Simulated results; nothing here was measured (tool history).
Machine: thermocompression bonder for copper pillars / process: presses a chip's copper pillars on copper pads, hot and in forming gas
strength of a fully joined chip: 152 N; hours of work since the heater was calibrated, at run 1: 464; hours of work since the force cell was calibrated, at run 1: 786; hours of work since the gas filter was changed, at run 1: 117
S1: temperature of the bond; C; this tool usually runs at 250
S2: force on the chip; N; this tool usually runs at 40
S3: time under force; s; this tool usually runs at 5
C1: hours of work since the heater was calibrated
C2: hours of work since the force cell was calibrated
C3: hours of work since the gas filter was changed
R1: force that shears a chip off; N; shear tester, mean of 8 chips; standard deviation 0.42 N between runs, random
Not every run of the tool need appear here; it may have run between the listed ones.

| run | hour | S1 | S2 | S3 | C1 | C2 | C3 | R1 |
|---|---|---|---|---|---|---|---|---|
| 1 | 0 | 250 | 40 | 5 | 464 | 786 | 117 | 89.3 |
|  | 7.3 | forming gas filter changed |
| 2 | 42.5 | 269 | 40 | 5 | 483 | 806 | 16 | 112.8 |
| 3 | 76.3 | 255 | 40 | 5 | 499 | 822 | 32 | 96.4 |
| 4 | 106.7 | 255 | 40 | 5 | 513 | 836 | 46 | 96.2 |
| 5 | 162.5 | 255 | 40 | 5 | 539 | 861 | 72 | 95.9 |
| 6 | 192.5 | 250 | 40 | 5 | 553 | 875 | 86 | 89.7 |
| 7 | 215.2 | 250 | 40 | 5 | 563 | 886 | 96 | 89.4 |
| 8 | 263.8 | 250 | 40 | 5 | 586 | 908 | 119 | 89.9 |
|  | 266.8 | forming gas filter changed |
| 9 | 319.5 | 250 | 40 | 5 | 611 | 934 | 24 | 89.3 |
| 10 | 351.6 | 253 | 40 | 5 | 626 | 949 | 39 | 93.3 |
| 11 | 381.2 | 250 | 40 | 13 | 640 | 962 | 53 | 116.2 |

The next listed run, before its measurement:
| 12 | 430 | 258 | 40 | 3 | 662 | 985 | 76 | ? |

R1: 85.6 N
With the hidden condition absent and the run-to-run variation left alone, this run would have shown R1 85.4 N.

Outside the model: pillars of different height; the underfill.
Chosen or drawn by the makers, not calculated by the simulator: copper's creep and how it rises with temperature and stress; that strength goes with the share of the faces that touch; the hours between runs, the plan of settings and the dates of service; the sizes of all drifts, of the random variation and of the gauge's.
